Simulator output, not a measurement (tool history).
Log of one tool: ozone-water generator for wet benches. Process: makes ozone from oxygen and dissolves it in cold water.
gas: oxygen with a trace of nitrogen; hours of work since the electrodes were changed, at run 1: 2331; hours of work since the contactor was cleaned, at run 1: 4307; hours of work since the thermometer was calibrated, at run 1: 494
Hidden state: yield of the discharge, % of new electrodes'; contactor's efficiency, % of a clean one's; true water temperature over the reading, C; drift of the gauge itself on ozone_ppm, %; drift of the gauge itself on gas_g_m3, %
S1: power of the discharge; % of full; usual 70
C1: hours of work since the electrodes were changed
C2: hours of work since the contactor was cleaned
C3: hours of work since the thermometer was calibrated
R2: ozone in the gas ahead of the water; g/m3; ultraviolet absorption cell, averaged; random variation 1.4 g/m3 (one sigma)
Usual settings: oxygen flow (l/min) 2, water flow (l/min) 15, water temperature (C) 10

Run 1, hour 0: usual settings; C1 2331; C2 4307; C3 494. Result: dissolved ozone (ppm) 17.3, R2 264.4 g/m3.
Run 2, hour 153.2: usual settings; C1 2460; C2 4436; C3 623. Result: dissolved ozone (ppm) 17.4, R2 263.4 g/m3.
Run 3, hour 371.7: usual settings; C1 2643; C2 4619; C3 807. Result: dissolved ozone (ppm) 17.2, R2 264.9 g/m3.
Run 4, hour 596.4: usual settings; C1 2832; C2 4808; C3 996. Result: dissolved ozone (ppm) 17.4, R2 264.4 g/m3.
Run 5, hour 798.4: usual settings but water flow (l/min) 23; C1 3002; C2 4978; C3 1166. Result: dissolved ozone (ppm) 10.8, R2 263.2 g/m3.
Run 6, hour 966.7: usual settings but S1 56 % of full; C1 3144; C2 5120; C3 1307. Result: dissolved ozone (ppm) 14, R2 214.6 g/m3.
Run 7, hour 1172.7: usual settings but S1 56 % of full; C1 3317; C2 5293; C3 1480. Result: dissolved ozone (ppm) 13.6, R2 211.1 g/m3.
Run 8, hour 1285.5: usual settings but water flow (l/min) 18; C1 3412; C2 5388; C3 1575. Result: dissolved ozone (ppm) 14.2, R2 262.5 g/m3.
Run 9, hour 1381.6: usual settings but water flow (l/min) 18; C1 3493; C2 5469; C3 1656. Result: dissolved ozone (ppm) 14.3, R2 260.5 g/m3.
Run 10, hour 1508.6: usual settings but water flow (l/min) 19; C1 3599; C2 5575; C3 1763. Result: dissolved ozone (ppm) 13.3, R2 260.9 g/m3.
Run 11, hour 1686.8: usual settings but oxygen flow (l/min) 1.49, water flow (l/min) 19; C1 3749; C2 5725; C3 1913. Result: dissolved ozone (ppm) 11.8, R2 298.8 g/m3.
Run 12, hour 1830.6: usual settings but oxygen flow (l/min) 1.49, water flow (l/min) 19; C1 3870; C2 5846; C3 2034. Result: dissolved ozone (ppm) 11.6, R2 299.7 g/m3.
Run 13, hour 1950.9: usual settings but oxygen flow (l/min) 1.49, water flow (l/min) 19; C1 3971; C2 5947; C3 2135. Result: dissolved ozone (ppm) 11.8, R2 297.3 g/m3.
Run 14, hour 2144: usual settings; C1 4134; C2 6110; C3 2297. Result: dissolved ozone (ppm) 17, R2 259.9 g/m3.
Run 15, hour 2292: usual settings but oxygen flow (l/min) 1.87; C1 4258; C2 6234; C3 2422. Result: dissolved ozone (ppm) 16.4, R2 267.1 g/m3.
Run 16, hour 2398.8: usual settings but oxygen flow (l/min) 1.87; C1 4348; C2 6324; C3 2511. Result: dissolved ozone (ppm) 16.5, R2 268.5 g/m3.
Run 17, hour 2539.3: usual settings; C1 4466; C2 6442; C3 2630. Result: dissolved ozone (ppm) 16.9, R2 258.3 g/m3.
Run 18, hour 2762.4: usual settings; C1 4654; C2 6630; C3 2817. Result: dissolved ozone (ppm) 16.6, R2 262.1 g/m3.
Run 19, hour 2981.7: usual settings; C1 4838; C2 6814; C3 3002. Result: dissolved ozone (ppm) 16.7, R2 258.4 g/m3.
At hour 2996.6: contactor cleaned.
Run 20, hour 3175.6: usual settings but oxygen flow (l/min) 1.51, water temperature (C) 11; C1 4998; C2 151; C3 3161. Result: dissolved ozone (ppm) 16, R2 292.8 g/m3.
Run 21, hour 3373.2: usual settings but oxygen flow (l/min) 1.51, water temperature (C) 11; C1 5164; C2 317; C3 3328. Result: dissolved ozone (ppm) 15.9, R2 292.2 g/m3.
At hour 3467.1: water thermometer calibrated.
Run 22, hour 3566.4: usual settings but oxygen flow (l/min) 2.15; C1 5326; C2 479; C3 84. Result: dissolved ozone (ppm) 17.9, R2 251.1 g/m3.
Run 23, hour 3756.9: usual settings but S1 69 % of full, oxygen flow (l/min) 1.4, water flow (l/min) 14, water temperature (C) 7; C1 5486; C2 639; C3 244. Result: dissolved ozone (ppm) 16.6, R2 297.8 g/m3.
Run 24, hour 3911.8: usual settings but S1 95 % of full, water temperature (C) 12; C1 5617; C2 769; C3 374. Result: dissolved ozone (ppm) 22.4, R2 340 g/m3.
Run 25, hour 4009.2: usual settings but S1 95 % of full, water temperature (C) 12; C1 5699; C2 851; C3 456. Result: dissolved ozone (ppm) 22.9, R2 340.4 g/m3.
Run 26, hour 4122.9: usual settings but S1 95 % of full, water temperature (C) 12; C1 5794; C2 947; C3 552. Result: dissolved ozone (ppm) 22.7, R2 337.9 g/m3.
Run 27, hour 4308.4: usual settings but S1 89 % of full, oxygen flow (l/min) 2.68, water flow (l/min) 14, water temperature (C) 5; C1 5950; C2 1103; C3 708. Result: dissolved ozone (ppm) 26.2, R2 282.4 g/m3.
Run 28, hour 4489.8: usual settings but S1 89 % of full, oxygen flow (l/min) 2.68, water flow (l/min) 14, water temperature (C) 5; C1 6103; C2 1255; C3 860. Result: dissolved ozone (ppm) 26.3, R2 281 g/m3.
Run 29, hour 4650.2: usual settings but S1 89 % of full, oxygen flow (l/min) 2.68, water flow (l/min) 14, water temperature (C) 5; C1 6238; C2 1390; C3 995. Result: dissolved ozone (ppm) 26.4, R2 278.8 g/m3.
Run 30, hour 4836.8: usual settings but S1 42 % of full, oxygen flow (l/min) 3.19; C1 6395; C2 1547; C3 1152. Result: dissolved ozone (ppm) 12.3, R2 130 g/m3.
Run 31, hour 5060.9: usual settings but water temperature (C) 17; C1 6583; C2 1736; C3 1340. Result: dissolved ozone (ppm) 16, R2 255.1 g/m3.
Run 32, hour 5250.1: usual settings but S1 100 % of full, water flow (l/min) 10, water temperature (C) 5; C1 6742; C2 1895; C3 1499. Result: dissolved ozone (ppm) 36.6, R2 352.9 g/m3.
Run 33, hour 5406.8: usual settings but S1 71 % of full, oxygen flow (l/min) 2.02, water flow (l/min) 13, water temperature (C) 16; C1 6874; C2 2027; C3 1631. Result: dissolved ozone (ppm) 18.9, R2 258.5 g/m3.
Run 34, hour 5641.5: usual settings but S1 48 % of full, oxygen flow (l/min) 3.39; C1 7071; C2 2224; C3 1829. Result: dissolved ozone (ppm) 14.3, R2 143 g/m3.

The same runs without the tool's hidden state, with the same run-to-run variation:
run  dissolved ozone (ppm)     R2
  1                   18.3  267.5
  2                   18.4  266.8
  3                   18.2  268.8
  4                   18.6  268.7
  5                   11.6  267.9
  6                     15  217.8
  7                   14.6  214.5
  8                   15.3  268.2
  9                   15.5  266.3
 10                   14.5  266.9
 11                   12.8  306.1
 12                   12.6  307.3
 13                   12.9  305.2
 14                   18.5  267.2
 15                     18  274.8
 16                   18.1  276.4
 17                   18.5  266.3
 18                   18.3  270.6
 19                   18.4  267.2
 20                   16.7  303.2
 21                   16.5  303.1
 22                   18.7  260.8
 23                   17.4  309.6
 24                   23.8  358.2
 25                   24.3  358.9
 26                   24.2  356.7
 27                     28  297.8
 28                   28.1  296.8
 29                   28.3  294.9
 30                   12.8  133.3
 31                   17.1  267.8
 32                   39.8  377.4
 33                   20.3  272.2
 34                   15.1    148

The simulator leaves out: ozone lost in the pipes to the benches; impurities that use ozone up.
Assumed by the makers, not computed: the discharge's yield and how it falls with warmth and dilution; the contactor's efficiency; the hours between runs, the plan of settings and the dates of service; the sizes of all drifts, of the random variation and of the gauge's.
